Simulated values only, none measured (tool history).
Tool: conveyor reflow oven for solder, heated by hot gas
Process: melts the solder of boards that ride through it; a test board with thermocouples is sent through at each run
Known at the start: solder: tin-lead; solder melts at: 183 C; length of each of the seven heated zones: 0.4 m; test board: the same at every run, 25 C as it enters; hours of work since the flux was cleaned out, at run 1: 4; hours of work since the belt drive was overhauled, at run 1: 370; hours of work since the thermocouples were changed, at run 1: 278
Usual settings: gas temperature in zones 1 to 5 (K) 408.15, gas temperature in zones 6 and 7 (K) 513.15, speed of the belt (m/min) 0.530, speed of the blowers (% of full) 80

run,day,gas temperature in zones 1 to 5 (K),gas temperature in zones 6 and 7 (K),speed of the belt (m/min),speed of the blowers (% of full),hours of work since the flux was cleaned out,hours of work since the belt drive was overhauled,hours of work since the thermocouples were changed,highest temperature of the board (K),time above the solder's melting point (s)
1,0.000,408.15,513.15,0.530,80,4,370,278,495.95,71.8
2,0.662,408.15,513.15,0.530,80,11,377,285,495.55,72.2
3,1.396,408.15,513.15,0.530,80,19,385,293,495.85,71.8
4,1.875,408.15,513.15,0.530,80,25,390,298,495.65,71.8
5,2.267,408.15,513.15,0.530,80,29,394,302,495.65,71.8
6,2.688,408.15,513.15,0.530,80,33,399,307,495.75,72.2
7,3.392,408.15,513.15,0.530,80,41,406,315,495.85,72.1
8,3.854,408.15,513.15,0.530,80,46,411,319,495.45,72.0
9,4.275,408.15,513.15,0.530,50,50,416,324,489.35,64.8
10,4.712,408.15,513.15,0.530,50,55,420,329,489.05,64.9
11,5.250,408.15,513.15,0.530,50,61,426,335,488.95,64.8
12,5.633,408.15,513.15,0.530,50,65,430,339,488.95,64.8
13,6.133,394.15,513.15,0.530,80,70,436,344,493.05,64.5
14,6.704,394.15,513.15,0.530,80,77,442,350,493.35,64.6
15,7.458,394.15,513.15,0.530,80,85,450,358,492.85,64.7
# day 7.708: flux residue cleaned out of gas plates and filters
16,8.450,403.15,506.15,0.446,80,8,458,367,493.05,82.3
17,8.996,403.15,506.15,0.446,71,14,464,373,491.85,80.6
18,9.667,419.15,511.15,0.625,74,21,471,380,487.95,58.4
# day 9.988: flux residue cleaned out of gas plates and filters, once more
19,10.554,401.15,501.15,0.620,63,6,479,387,475.15,37.5
20,11.175,401.15,501.15,0.620,63,13,486,394,475.05,37.4
21,11.938,401.15,501.15,0.620,63,21,494,402,474.95,37.2
22,12.729,416.15,501.15,0.622,63,30,502,411,478.55,46.9
23,13.433,407.15,501.15,0.622,63,37,510,418,475.75,40.3
24,13.842,411.15,515.15,0.529,80,42,514,423,497.65,74.9
25,14.321,408.15,513.15,0.617,61,47,519,428,485.75,52.2
26,15.067,402.15,507.15,0.617,61,55,527,436,479.05,43.3
27,15.462,402.15,507.15,0.617,61,59,532,440,479.15,43.1
28,16.171,406.15,527.15,0.530,70,67,539,448,505.45,78.4
29,16.750,408.15,515.15,0.530,56,73,546,454,492.25,68.0

5 ways to go on from here, each from the tool as it stands after run 29. What would each give?
A,17.188,398.15,522.15,0.562,80,78,550,459,?,?
B,17.188,408.15,512.15,0.530,56,78,550,459,?,?
C,17.188,408.15,515.15,0.551,56,78,550,459,?,?
D,17.188,408.15,526.15,0.530,56,78,550,459,?,?
E,17.188,408.15,515.15,0.530,70,78,550,459,?,?

run,highest temperature of the board (K),time above the solder's melting point (s)
A,499.65,66.7
B,489.15,65.8
C,490.55,63.7
D,501.55,76.6
E,495.45,71.8
Without the tool's hidden state the same runs would have given:
run,highest temperature of the board (K),time above the solder's melting point (s)
A,501.15,67.0
B,490.35,66.2
C,491.85,64.1
D,502.85,76.7
E,496.75,72.1
